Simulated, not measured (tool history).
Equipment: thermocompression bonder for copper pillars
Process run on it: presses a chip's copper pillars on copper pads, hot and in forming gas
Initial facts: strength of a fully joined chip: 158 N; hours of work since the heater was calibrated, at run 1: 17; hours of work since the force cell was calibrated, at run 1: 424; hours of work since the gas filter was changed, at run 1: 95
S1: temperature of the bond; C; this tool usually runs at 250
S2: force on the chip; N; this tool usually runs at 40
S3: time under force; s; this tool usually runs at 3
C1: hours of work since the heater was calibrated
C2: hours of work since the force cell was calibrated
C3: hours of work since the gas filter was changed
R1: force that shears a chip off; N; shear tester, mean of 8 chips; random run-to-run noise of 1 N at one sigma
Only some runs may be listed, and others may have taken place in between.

run   hour   S1  S2  S3   C1   C2   C3     R1
  1      0  250  40   3   17  424   95   80.7
  2    3.7  250  42   3   20  427   97   83.2
  3   12.2  250  40   9   26  433  103  110.7
  4   18.5  250  40   9   30  437  108  110.2
  5   22.7  250  40   9   33  440  111  111.2
  6     30  250  40   9   38  445  116    108
  7   37.9  250  40   9   44  451  121    110
  8   42.5  250  40   3   47  454  125   80.5
  9   49.9  250  40   3   52  459  130   79.7
 10   58.9  250  40   3   59  466  136   77.4
 11   67.1  250  40   3   64  471  142   78.1
      72.7  -- forming gas filter changed
 12   76.6  250  40   3   71  478    3     84
 13   83.1  250  40   7   75  482    7  109.7
 14   91.9  250  40   7   81  489   14  108.3
 15   96.8  250  43   7   85  492   17  114.4
 16  103.8  250  43   7   90  497   22  114.4
 17  110.5  250  43   7   94  502   27  114.4
 18  115.9  226  42   6   98  505   30   88.6
 19    121  226  42   6  102  509   34   86.5
 20  130.2  226  38   2  108  515   40   53.2
 21    137  254  38   5  113  520   45   95.3
 22  141.7  250  26   3  116  523   48   53.1
 23  149.8  250  26   3  122  529   54   53.3
 24    156  276  40   3  126  534   59  100.7
 25  163.8  250  40   3  132  539   64   81.1
 26  171.6  250  40   3  137  544   69   80.4
 27  176.9  233  32   3  141  548   73   54.5
 28  181.5  267  56   3  144  551   76  117.7

Expected results for the next run?
 29  189.9  277  25   3  150  557  82   ?

R1: 66.3 N
If the tool had no hidden condition, the same run with the same run-to-run variation would have returned R1 72.7 N.

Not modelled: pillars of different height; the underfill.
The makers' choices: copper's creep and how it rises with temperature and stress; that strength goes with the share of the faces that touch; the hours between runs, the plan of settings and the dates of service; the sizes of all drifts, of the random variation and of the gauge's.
